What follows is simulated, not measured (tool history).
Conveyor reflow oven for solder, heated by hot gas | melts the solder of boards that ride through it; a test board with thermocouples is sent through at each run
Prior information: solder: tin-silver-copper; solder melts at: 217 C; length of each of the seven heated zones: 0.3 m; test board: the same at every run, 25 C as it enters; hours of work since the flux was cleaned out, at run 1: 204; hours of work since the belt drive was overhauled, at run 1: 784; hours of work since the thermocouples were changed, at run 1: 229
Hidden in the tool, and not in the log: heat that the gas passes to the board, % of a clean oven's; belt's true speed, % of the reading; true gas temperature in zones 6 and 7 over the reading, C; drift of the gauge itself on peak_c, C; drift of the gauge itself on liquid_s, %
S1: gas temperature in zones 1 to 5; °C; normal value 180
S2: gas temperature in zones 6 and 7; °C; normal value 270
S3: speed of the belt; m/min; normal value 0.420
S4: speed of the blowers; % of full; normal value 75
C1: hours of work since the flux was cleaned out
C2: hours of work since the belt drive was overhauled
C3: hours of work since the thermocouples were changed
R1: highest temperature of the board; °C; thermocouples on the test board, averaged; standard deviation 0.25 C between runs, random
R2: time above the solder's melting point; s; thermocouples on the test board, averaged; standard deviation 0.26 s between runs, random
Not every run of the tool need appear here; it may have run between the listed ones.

Run 1, day 0.000: usual settings; C1 204; C2 784; C3 229. Result: R1 257.2 °C, R2 72.2 s.
Run 2, day 0.725: usual settings; C1 216; C2 796; C3 241. Result: R1 257.5 °C, R2 72.2 s.
Run 3, day 1.446: usual settings; C1 228; C2 808; C3 254. Result: R1 257.6 °C, R2 72.0 s.
Run 4, day 1.962: usual settings; C1 237; C2 816; C3 262. Result: R1 256.7 °C, R2 72.5 s.
Run 5, day 2.496: usual settings; C1 246; C2 825; C3 271. Result: R1 257.2 °C, R2 72.3 s.
Run 6, day 3.242: usual settings; C1 258; C2 838; C3 283. Result: R1 257.6 °C, R2 72.5 s.
Run 7, day 4.138: usual settings; C1 273; C2 853; C3 298. Result: R1 257.0 °C, R2 72.8 s.
Run 8, day 4.554: usual settings; C1 280; C2 860; C3 305. Result: R1 257.6 °C, R2 72.2 s.
At day 4.779: belt drive overhauled, speed set with a stopwatch.
Run 9, day 5.354: usual settings but S2 263 °C; C1 291; C2 10; C3 316. Result: R1 251.3 °C, R2 68.4 s.
Run 10, day 5.950: usual settings but S2 263 °C; C1 301; C2 19; C3 326. Result: R1 251.2 °C, R2 68.4 s.
Run 11, day 6.554: usual settings but S2 263 °C; C1 311; C2 30; C3 336. Result: R1 250.4 °C, R2 68.4 s.
Run 12, day 7.442: usual settings but S2 263 °C; C1 325; C2 44; C3 351. Result: R1 250.9 °C, R2 68.0 s.
Run 13, day 8.333: usual settings but S2 263 °C; C1 340; C2 59; C3 366. Result: R1 250.9 °C, R2 68.4 s.
Run 14, day 8.867: usual settings but S2 263 °C; C1 349; C2 68; C3 374. Result: R1 250.5 °C, R2 68.6 s.
At day 9.304: belt drive overhauled, speed set with a stopwatch, once more.
Run 15, day 9.504: usual settings but S2 263 °C; C1 357; C2 3; C3 382. Result: R1 250.5 °C, R2 66.2 s.
Run 16, day 10.279: usual settings but S2 263 °C; C1 370; C2 16; C3 395. Result: R1 250.5 °C, R2 66.1 s.
Run 17, day 10.858: usual settings but S1 173 °C, S3 0.383 m/min, S4 88 % of full; C1 380; C2 26; C3 405. Result: R1 259.8 °C, R2 77.5 s.
Run 18, day 11.258: usual settings but S1 173 °C, S2 278 °C, S3 0.425 m/min; C1 386; C2 33; C3 412. Result: R1 262.1 °C, R2 70.1 s.
Run 19, day 11.958: usual settings but S2 285 °C, S4 50 % of full; C1 398; C2 44; C3 423. Result: R1 264.2 °C, R2 74.2 s.
Run 20, day 12.508: usual settings but S2 285 °C, S4 50 % of full; C1 407; C2 53; C3 433. Result: R1 264.1 °C, R2 73.8 s.
Run 21, day 13.346: usual settings but S2 285 °C, S4 50 % of full; C1 421; C2 67; C3 446. Result: R1 264.4 °C, R2 73.4 s.
Run 22, day 13.817: usual settings but S2 285 °C, S4 50 % of full; C1 429; C2 75; C3 454. Result: R1 264.1 °C, R2 74.2 s.
Run 23, day 14.508: usual settings but S4 77 % of full; C1 441; C2 87; C3 466. Result: R1 257.2 °C, R2 70.4 s.
Run 24, day 15.346: usual settings but S4 77 % of full; C1 455; C2 101; C3 480. Result: R1 257.1 °C, R2 70.9 s.
Run 25, day 15.854: usual settings but S1 187 °C, S3 0.459 m/min, S4 85 % of full; C1 463; C2 109; C3 488. Result: R1 257.3 °C, R2 67.0 s.
At day 16.575: flux residue cleaned out of gas plates and filters.
Run 26, day 16.971: usual settings but S1 187 °C, S3 0.459 m/min, S4 85 % of full; C1 7; C2 124; C3 503. Result: R1 258.2 °C, R2 68.5 s.
Run 27, day 17.904: usual settings but S1 187 °C, S3 0.459 m/min, S4 85 % of full; C1 22; C2 140; C3 519. Result: R1 257.8 °C, R2 68.3 s.
Run 28, day 18.833: usual settings but S1 187 °C, S2 264 °C, S4 88 % of full; C1 38; C2 155; C3 535. Result: R1 254.8 °C, R2 74.6 s.
Run 29, day 19.317: usual settings but S1 187 °C, S2 264 °C, S4 88 % of full; C1 46; C2 164; C3 543. Result: R1 255.2 °C, R2 73.7 s.
Run 30, day 19.867: usual settings but S1 187 °C, S2 264 °C, S4 88 % of full; C1 55; C2 173; C3 552. Result: R1 255.4 °C, R2 73.6 s.

Below are 4 alternative next runs, each starting from the tool's condition after run 30. Predict each:
Run A, day 20.650: usual settings but S1 187 °C, S2 277 °C, S4 88 % of full; C1 68; C2 186; C3 565. Result: R1 ?, R2 ?.
Run B, day 20.650: usual settings but S1 187 °C, S2 264 °C, S4 85 % of full; C1 68; C2 186; C3 565. Result: R1 ?, R2 ?.
Run C, day 20.650: usual settings but S1 187 °C, S2 271 °C, S4 88 % of full; C1 68; C2 186; C3 565. Result: R1 ?, R2 ?.
Run D, day 20.650: usual settings but S2 261 °C; C1 68; C2 186; C3 565. Result: R1 ?, R2 ?.

run     R1    R2
  A  267.1  80.1
  B  254.9  73.8
  C  261.7  77.4
  D  249.5  66.3
Without the tool's unlogged condition, the same runs would have read:
run     R1    R2
  A  267.0  79.6
  B  254.8  73.4
  C  261.7  77.0
  D  249.4  65.9

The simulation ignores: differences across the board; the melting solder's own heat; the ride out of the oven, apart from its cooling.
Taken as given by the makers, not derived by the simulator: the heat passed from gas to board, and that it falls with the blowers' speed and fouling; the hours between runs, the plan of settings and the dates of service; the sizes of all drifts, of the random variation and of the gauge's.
